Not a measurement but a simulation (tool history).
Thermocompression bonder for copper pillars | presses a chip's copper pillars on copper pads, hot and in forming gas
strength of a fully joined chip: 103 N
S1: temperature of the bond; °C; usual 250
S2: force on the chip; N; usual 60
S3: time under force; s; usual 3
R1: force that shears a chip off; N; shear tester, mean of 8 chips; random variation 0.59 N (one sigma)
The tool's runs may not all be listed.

run	hour	S1	S2	S3	R1
1	0	250	60	3	37.2
2	61.7	250	60	3	36
# hour 134: forming gas filter changed
3	134	250	60	3	37.4
4	180.4	250	60	3	37.7
# hour 200.6: heater calibrated with a thermocouple chip
5	241.3	250	40	3	30.6
6	299.6	250	40	3	31.3
7	342	250	39	3	29.1
8	411.6	250	39	3	29.8
# hour 488.5: forming gas filter changed
9	488.5	250	39	3	31.3
10	571.3	250	60	2	33.9
11	626.3	250	60	2	31.9
12	672.5	269	60	2	39.4
13	708.4	276	60	3	48.3
14	778.7	276	60	3	48.8
15	817.4	259	60	3	40.9
# hour 844.5: forming gas filter changed
16	859.5	250	77	3	44.7
17	894.5	237	60	3	33.6
18	956.2	237	60	3	32.6
19	1022.5	250	78	3	44.4
20	1069.5	250	78	3	44
21	1152	265	36	3	33.8
22	1189.6	265	36	3	33.2
# hour 1195.2: forming gas filter changed
23	1268.7	265	54	3	42
24	1348.6	247	60	2	31.4
25	1393.9	247	60	2	30.5
26	1462	235	46	5	33.2
27	1501.4	235	46	5	32.9
# hour 1550.4: forming gas filter changed
28	1555.6	250	37	3	29.1
29	1602.3	228	37	8	33.5
30	1638.3	250	49	5	42.5
31	1676.6	255	46	2	29.4
32	1711.7	255	46	2	29.2
33	1749.5	265	50	3	40
34	1821	274	50	7	57.9
35	1865.1	245	48	3	29.4
# hour 1903.1: forming gas filter changed
# hour 1932.9: force cell calibrated
36	1941.1	231	44	2	20.9
37	2013.8	228	44	2	19.1
38	2095.2	228	44	2	19.8
39	2152.5	228	44	2	20.5
40	2227.1	231	60	7	40.2

Forecast each of these 3 alternatives for the next run:
# hour 2260.6: forming gas filter changed
A	2301.7	237	60	2	?
# hour 2260.6: forming gas filter changed
B	2301.7	226	60	5	?
# hour 2260.6: forming gas filter changed
C	2301.7	221	72	3	?

run	R1
A	27.8
B	34.8
C	29.7
Without the tool's hidden state the same runs would have given:
run	R1
A	29
B	36.3
C	31
